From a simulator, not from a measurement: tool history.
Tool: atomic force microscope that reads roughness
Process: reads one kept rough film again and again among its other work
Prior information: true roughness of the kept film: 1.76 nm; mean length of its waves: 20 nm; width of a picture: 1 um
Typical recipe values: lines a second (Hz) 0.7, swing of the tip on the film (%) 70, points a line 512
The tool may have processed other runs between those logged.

| run | hour | lines a second (Hz) | swing of the tip on the film (%) | points a line | roughness of the kept film (nm (root mean square)) |
|---|---|---|---|---|---|
| 1 | 0 | 0.7 | 70 | 512 | 1.482 |
| 2 | 29.6 | 0.7 | 55 | 512 | 1.468 |
| 3 | 66.5 | 0.7 | 55 | 512 | 1.438 |
| 4 | 103.7 | 0.7 | 55 | 512 | 1.379 |
| 5 | 143.3 | 0.977 | 70 | 512 | 1.294 |
| 6 | 184.1 | 0.7 | 88 | 512 | 1.194 |
| 7 | 209.2 | 0.7 | 88 | 512 | 1.165 |
|  | 244.1 | new tip fitted |
| 8 | 245.7 | 0.7 | 70 | 512 | 1.508 |
| 9 | 270.8 | 0.7 | 70 | 512 | 1.465 |
| 10 | 302.5 | 0.7 | 70 | 512 | 1.406 |
| 11 | 326.9 | 0.7 | 70 | 512 | 1.381 |
| 12 | 350.1 | 0.7 | 70 | 512 | 1.363 |
|  | 354.6 | height scale calibrated on a step standard |
| 13 | 378.2 | 0.7 | 70 | 512 | 1.335 |
| 14 | 405.7 | 0.7 | 70 | 512 | 1.294 |
| 15 | 431.5 | 1.805 | 70 | 512 | 1.192 |
| 16 | 451.9 | 1.805 | 70 | 512 | 1.166 |
| 17 | 469.7 | 1.805 | 70 | 512 | 1.166 |
|  | 487.5 | height scale calibrated on a step standard, once more |
|  | 502 | new tip fitted |
| 18 | 503.1 | 1.233 | 70 | 512 | 1.457 |
| 19 | 536.8 | 1.233 | 70 | 512 | 1.401 |
| 20 | 558.1 | 1.233 | 70 | 512 | 1.379 |
| 21 | 579 | 1.233 | 70 | 512 | 1.344 |
| 22 | 614.8 | 1.233 | 70 | 512 | 1.32 |
| 23 | 643.2 | 0.7 | 69 | 512 | 1.308 |
| 24 | 670.6 | 0.7 | 68 | 512 | 1.288 |
| 25 | 689.3 | 0.7 | 70 | 375 | 1.251 |
| 26 | 713.4 | 3.12 | 61 | 628 | 1.177 |
| 27 | 755.5 | 3.12 | 61 | 628 | 1.129 |
|  | 759.8 | new tip fitted |
| 28 | 776.8 | 3.244 | 65 | 279 | 1.318 |
| 29 | 796.5 | 2.946 | 67 | 500 | 1.312 |
| 30 | 813.7 | 2.946 | 67 | 500 | 1.276 |
| 31 | 849.4 | 0.781 | 81 | 307 | 1.294 |
| 32 | 866.3 | 0.781 | 81 | 307 | 1.28 |
| 33 | 903.5 | 0.781 | 81 | 307 | 1.247 |
| 34 | 938.8 | 0.682 | 76 | 641 | 1.258 |
| 35 | 962.8 | 0.682 | 76 | 641 | 1.231 |
| 36 | 1001.1 | 0.596 | 90 | 641 | 1.155 |
|  | 1015.6 | new tip fitted |
| 37 | 1033.1 | 1.822 | 84 | 658 | 1.247 |
| 38 | 1066.3 | 0.627 | 63 | 547 | 1.434 |
| 39 | 1093.3 | 0.535 | 63 | 331 | 1.39 |

Here are 4 independent what-if runs from the current tool condition. What would each one return?
| A | 1122.9 | 1.08 | 63 | 592 | ? |
| B | 1122.9 | 2.211 | 81 | 391 | ? |
| C | 1122.9 | 1.816 | 70 | 512 | ? |
| D | 1122.9 | 0.567 | 80 | 346 | ? |

| run | roughness of the kept film (nm (root mean square)) |
|---|---|
| A | 1.347 |
| B | 1.127 |
| C | 1.265 |
| D | 1.323 |
Take away the tool's hidden state, keep each run's random variation, and the runs would have read:
| run | roughness of the kept film (nm (root mean square)) |
|---|---|
| A | 1.481 |
| B | 1.239 |
| C | 1.392 |
| D | 1.455 |
